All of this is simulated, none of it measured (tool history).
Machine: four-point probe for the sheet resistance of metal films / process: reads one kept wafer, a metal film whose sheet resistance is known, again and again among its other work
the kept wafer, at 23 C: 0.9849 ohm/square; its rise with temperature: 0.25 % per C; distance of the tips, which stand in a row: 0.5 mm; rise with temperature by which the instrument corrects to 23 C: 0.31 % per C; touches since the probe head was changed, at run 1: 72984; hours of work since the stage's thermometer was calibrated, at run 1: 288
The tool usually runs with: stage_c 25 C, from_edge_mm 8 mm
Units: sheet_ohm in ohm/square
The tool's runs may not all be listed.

| run | hour | stage_c | from_edge_mm | touches since the probe head was changed | hours of work since the stage's thermometer was calibrated | sheet_ohm |
|---|---|---|---|---|---|---|
| 1 | 0 | 25 | 8 | 72984 | 288 | 0.985541 |
| 2 | 32.8 | 25 | 12 | 74690 | 310 | 0.984449 |
| 3 | 57.8 | 21 | 8 | 75983 | 326 | 0.988291 |
| 4 | 89.2 | 21 | 8 | 77618 | 347 | 0.988059 |
| 5 | 113.5 | 21 | 8 | 78879 | 363 | 0.988207 |
| 6 | 148.6 | 21 | 8 | 80701 | 386 | 0.988315 |
| 7 | 176.9 | 25 | 19 | 82174 | 404 | 0.983466 |
| 8 | 204.3 | 25 | 19 | 83596 | 422 | 0.984329 |
| 9 | 226.2 | 25 | 29 | 84731 | 437 | 0.983804 |
| 10 | 242.6 | 25 | 29 | 85586 | 447 | 0.984009 |
| 11 | 262 | 25 | 29 | 86593 | 460 | 0.984125 |
| 12 | 282 | 25 | 8 | 87632 | 473 | 0.985808 |
|  | 295.7 | new probe head fitted |
| 13 | 306.9 | 25 | 3 | 583 | 489 | 0.997966 |
| 14 | 323.7 | 34 | 3 | 1454 | 500 | 0.992443 |
| 15 | 345.2 | 34 | 3 | 2572 | 514 | 0.992713 |
| 16 | 377.1 | 34 | 3 | 4232 | 535 | 0.992536 |
| 17 | 397.5 | 28 | 8 | 5290 | 548 | 0.983918 |
| 18 | 422 | 28 | 8 | 6562 | 564 | 0.983684 |
| 19 | 446 | 28 | 8 | 7807 | 580 | 0.983788 |
| 20 | 467.2 | 28 | 8 | 8911 | 594 | 0.983943 |
| 21 | 490.6 | 26 | 11 | 10127 | 609 | 0.984023 |
| 22 | 520.5 | 26 | 11 | 11680 | 629 | 0.984244 |
| 23 | 537.3 | 26 | 5 | 12552 | 640 | 0.988033 |
| 24 | 555.3 | 33 | 8 | 13486 | 651 | 0.980834 |
| 25 | 585.3 | 32 | 52 | 15045 | 671 | 0.979346 |
| 26 | 618.1 | 30 | 45 | 16745 | 693 | 0.980381 |
| 27 | 641.7 | 20 | 20 | 17973 | 708 | 0.987207 |
| 28 | 667.5 | 34 | 23 | 19314 | 725 | 0.978626 |
| 29 | 691.7 | 28 | 8 | 20572 | 741 | 0.983821 |
| 30 | 717.4 | 19 | 38 | 21906 | 758 | 0.987547 |
| 31 | 740.9 | 19 | 12 | 23124 | 773 | 0.988307 |
| 32 | 767.1 | 20 | 4 | 24487 | 790 | 0.994706 |
| 33 | 785 | 34 | 3 | 25414 | 802 | 0.992542 |
| 34 | 802.5 | 34 | 5 | 26325 | 813 | 0.983272 |
| 35 | 821.8 | 34 | 5 | 27324 | 826 | 0.983418 |
| 36 | 850.4 | 34 | 5 | 28810 | 845 | 0.983308 |

Each row is a separate what-if for the run after 36, all from the same tool condition, not one after another. Results?
| A | 880.8 | 30 | 13 | 30391 | 865 | ? |
| B | 880.8 | 23 | 26 | 30391 | 865 | ? |
| C | 880.8 | 34 | 36 | 30391 | 865 | ? |
| D | 880.8 | 31 | 42 | 30391 | 865 | ? |
| E | 880.8 | 26 | 15 | 30391 | 865 | ? |

| run | sheet_ohm |
|---|---|
| A | 0.981747 |
| B | 0.984863 |
| C | 0.978336 |
| D | 0.980028 |
| E | 0.983687 |
With the hidden condition removed and each run's random variation left untouched, the same runs would have given:
| run | sheet_ohm |
|---|---|
| A | 0.981828 |
| B | 0.984944 |
| C | 0.978417 |
| D | 0.980109 |
| E | 0.983768 |

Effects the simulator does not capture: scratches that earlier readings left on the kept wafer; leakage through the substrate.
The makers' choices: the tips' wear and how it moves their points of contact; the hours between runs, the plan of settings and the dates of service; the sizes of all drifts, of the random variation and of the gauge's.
